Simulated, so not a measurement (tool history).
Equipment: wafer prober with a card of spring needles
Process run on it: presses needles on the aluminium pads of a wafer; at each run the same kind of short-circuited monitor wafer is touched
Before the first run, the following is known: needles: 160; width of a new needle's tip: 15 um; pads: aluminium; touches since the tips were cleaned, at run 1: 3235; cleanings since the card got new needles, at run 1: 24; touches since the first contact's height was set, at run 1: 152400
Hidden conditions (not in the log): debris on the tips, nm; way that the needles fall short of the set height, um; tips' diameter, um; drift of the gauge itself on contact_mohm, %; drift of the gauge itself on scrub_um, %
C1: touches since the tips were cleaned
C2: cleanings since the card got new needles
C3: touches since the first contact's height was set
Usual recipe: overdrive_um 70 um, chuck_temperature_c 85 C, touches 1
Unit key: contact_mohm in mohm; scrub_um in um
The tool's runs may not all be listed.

run 1 hour=0 | overdrive_um=70 chuck_temperature_c=85 touches=1 | C1=3235 C2=24 C3=152400 | contact_mohm=279 scrub_um=10.19
-- hour=8.1 tips cleaned on abrasive film
run 2 hour=18.6 | overdrive_um=70 chuck_temperature_c=85 touches=2 | C1=3811 C2=25 C3=159098 | contact_mohm=275 scrub_um=10.17
-- hour=24.1 tips cleaned on abrasive film
run 3 hour=31.3 | overdrive_um=70 chuck_temperature_c=85 touches=2 | C1=2597 C2=26 C3=163629 | contact_mohm=270 scrub_um=10.17
-- hour=40.8 tips cleaned on abrasive film
run 4 hour=53.4 | overdrive_um=70 chuck_temperature_c=85 touches=2 | C1=4561 C2=27 C3=171594 | contact_mohm=272 scrub_um=10.13
-- hour=57.4 tips cleaned on abrasive film
-- hour=72.9 tips cleaned on abrasive film
-- hour=77.8 height of the first contact set anew
run 5 hour=79 | overdrive_um=70 chuck_temperature_c=85 touches=2 | C1=2119 C2=29 C3=454 | contact_mohm=267 scrub_um=10.39
-- hour=89.2 tips cleaned on abrasive film
-- hour=105.2 tips cleaned on abrasive film
run 6 hour=105.2 | overdrive_um=70 chuck_temperature_c=85 touches=1 | C1=0 C2=31 C3=9837 | contact_mohm=257 scrub_um=10.39
run 7 hour=116.9 | overdrive_um=70 chuck_temperature_c=85 touches=1 | C1=4228 C2=31 C3=14065 | contact_mohm=286 scrub_um=10.37
-- hour=121.8 tips cleaned on abrasive film
run 8 hour=136.7 | overdrive_um=70 chuck_temperature_c=85 touches=1 | C1=5388 C2=32 C3=21192 | contact_mohm=289 scrub_um=10.39
-- hour=139.4 tips cleaned on abrasive film
-- hour=156.6 tips cleaned on abrasive film
run 9 hour=156.6 | overdrive_um=70 chuck_temperature_c=85 touches=1 | C1=0 C2=34 C3=28316 | contact_mohm=255 scrub_um=10.36
-- hour=172.8 tips cleaned on abrasive film
run 10 hour=185 | overdrive_um=78 chuck_temperature_c=74 touches=1 | C1=4419 C2=35 C3=38540 | contact_mohm=279 scrub_um=11.52
-- hour=189.8 tips cleaned on abrasive film
run 11 hour=200.3 | overdrive_um=70 chuck_temperature_c=30 touches=1 | C1=3765 C2=36 C3=44026 | contact_mohm=270 scrub_um=10.32
-- hour=206 tips cleaned on abrasive film
-- hour=221.6 tips cleaned on abrasive film
run 12 hour=225 | overdrive_um=76 chuck_temperature_c=85 touches=1 | C1=1249 C2=38 C3=52904 | contact_mohm=270 scrub_um=11.2
-- hour=237.9 tips cleaned on abrasive film
run 13 hour=240.1 | overdrive_um=66 chuck_temperature_c=85 touches=1 | C1=801 C2=39 C3=58326 | contact_mohm=272 scrub_um=9.7
-- hour=254.7 tips cleaned on abrasive film
run 14 hour=265.2 | overdrive_um=70 chuck_temperature_c=59 touches=1 | C1=3797 C2=40 C3=67352 | contact_mohm=280 scrub_um=10.3
-- hour=271.3 tips cleaned on abrasive film
-- hour=288.5 tips cleaned on abrasive film
run 15 hour=288.5 | overdrive_um=81 chuck_temperature_c=44 touches=2 | C1=0 C2=42 C3=75689 | contact_mohm=242 scrub_um=11.91

Here are 5 independent what-if runs from the current tool condition. What would each one return?
-- hour=304.1 tips cleaned on abrasive film
run A hour=316.9 | overdrive_um=77 chuck_temperature_c=77 touches=2 | C1=4643 C2=43 C3=85937 | contact_mohm=? scrub_um=?
-- hour=304.1 tips cleaned on abrasive film
run B hour=316.9 | overdrive_um=70 chuck_temperature_c=85 touches=1 | C1=4643 C2=43 C3=85937 | contact_mohm=? scrub_um=?
-- hour=304.1 tips cleaned on abrasive film
run C hour=316.9 | overdrive_um=79 chuck_temperature_c=71 touches=1 | C1=4643 C2=43 C3=85937 | contact_mohm=? scrub_um=?
-- hour=304.1 tips cleaned on abrasive film
run D hour=316.9 | overdrive_um=86 chuck_temperature_c=40 touches=1 | C1=4643 C2=43 C3=85937 | contact_mohm=? scrub_um=?
-- hour=304.1 tips cleaned on abrasive film
run E hour=316.9 | overdrive_um=81 chuck_temperature_c=44 touches=2 | C1=4643 C2=43 C3=85937 | contact_mohm=? scrub_um=?

run=A contact_mohm=267 scrub_um=11.33
run=B contact_mohm=291 scrub_um=10.25
run=C contact_mohm=278 scrub_um=11.59
run=D contact_mohm=268 scrub_um=12.65
run=E contact_mohm=258 scrub_um=11.91
Without the tool's unlogged condition, the same runs would have read:
run=A contact_mohm=250 scrub_um=11.45
run=B contact_mohm=259 scrub_um=10.37
run=C contact_mohm=251 scrub_um=11.71
run=D contact_mohm=243 scrub_um=12.77
run=E contact_mohm=242 scrub_um=12.03
